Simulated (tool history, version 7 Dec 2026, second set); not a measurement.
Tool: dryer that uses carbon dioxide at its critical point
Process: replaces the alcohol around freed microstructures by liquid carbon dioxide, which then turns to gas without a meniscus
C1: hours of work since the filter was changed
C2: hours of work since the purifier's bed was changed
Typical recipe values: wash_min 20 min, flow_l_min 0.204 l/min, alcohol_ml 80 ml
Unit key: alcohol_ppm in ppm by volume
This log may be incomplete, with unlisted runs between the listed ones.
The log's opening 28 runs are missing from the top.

Run 29, hour 465.9: usual settings but alcohol_ml 33 ml; C1 161; C2 699. Result: alcohol_ppm 188 ppm by volume.
Run 30, hour 476.9: usual settings but alcohol_ml 33 ml; C1 168; C2 706. Result: alcohol_ppm 190 ppm by volume.
Run 31, hour 496.7: usual settings but alcohol_ml 33 ml; C1 179; C2 717. Result: alcohol_ppm 190 ppm by volume.
Run 32, hour 506.6: usual settings but flow_l_min 0.257 l/min, alcohol_ml 48 ml; C1 185; C2 723. Result: alcohol_ppm 86 ppm by volume.
Run 33, hour 524.5: usual settings but wash_min 13 min, flow_l_min 0.202 l/min, alcohol_ml 86 ml; C1 195; C2 733. Result: alcohol_ppm 3114 ppm by volume.
Run 34, hour 546: usual settings but wash_min 13 min, flow_l_min 0.202 l/min, alcohol_ml 86 ml; C1 208; C2 745. Result: alcohol_ppm 3156 ppm by volume.
Run 35, hour 556.3: usual settings but wash_min 13 min, flow_l_min 0.191 l/min, alcohol_ml 86 ml; C1 213; C2 751. Result: alcohol_ppm 4115 ppm by volume.
Run 36, hour 568.4: usual settings but wash_min 13 min, flow_l_min 0.191 l/min, alcohol_ml 86 ml; C1 220; C2 758. Result: alcohol_ppm 3974 ppm by volume.
Run 37, hour 578.5: usual settings but wash_min 13 min, flow_l_min 0.191 l/min, alcohol_ml 86 ml; C1 226; C2 764. Result: alcohol_ppm 4074 ppm by volume.
Run 38, hour 597.7: usual settings but wash_min 15 min, flow_l_min 0.129 l/min, alcohol_ml 49 ml; C1 237; C2 775. Result: alcohol_ppm 5706 ppm by volume.
Run 39, hour 607.2: usual settings but flow_l_min 0.345 l/min, alcohol_ml 74 ml; C1 243; C2 781. Result: alcohol_ppm 63 ppm by volume.
Run 40, hour 624.6: usual settings but flow_l_min 0.345 l/min, alcohol_ml 74 ml; C1 253; C2 791. Result: alcohol_ppm 67 ppm by volume.

Consider 3 possible next runs. They are alternatives, not a sequence: every one starts from the tool as it was left by run 40. What does each give?
Run A, hour 642: usual settings but wash_min 25 min, alcohol_ml 25 ml; C1 263; C2 801. Result: alcohol_ppm ?.
Run B, hour 642: usual settings but flow_l_min 0.176 l/min, alcohol_ml 65 ml; C1 263; C2 801. Result: alcohol_ppm ?.
Run C, hour 642: usual settings but wash_min 24 min, alcohol_ml 75 ml; C1 263; C2 801. Result: alcohol_ppm ?.

run  alcohol_ppm
  A           87
  B          766
  C          160
What these runs would have given with no unlogged condition in the tool:
run  alcohol_ppm
  A           18
  B          552
  C           71
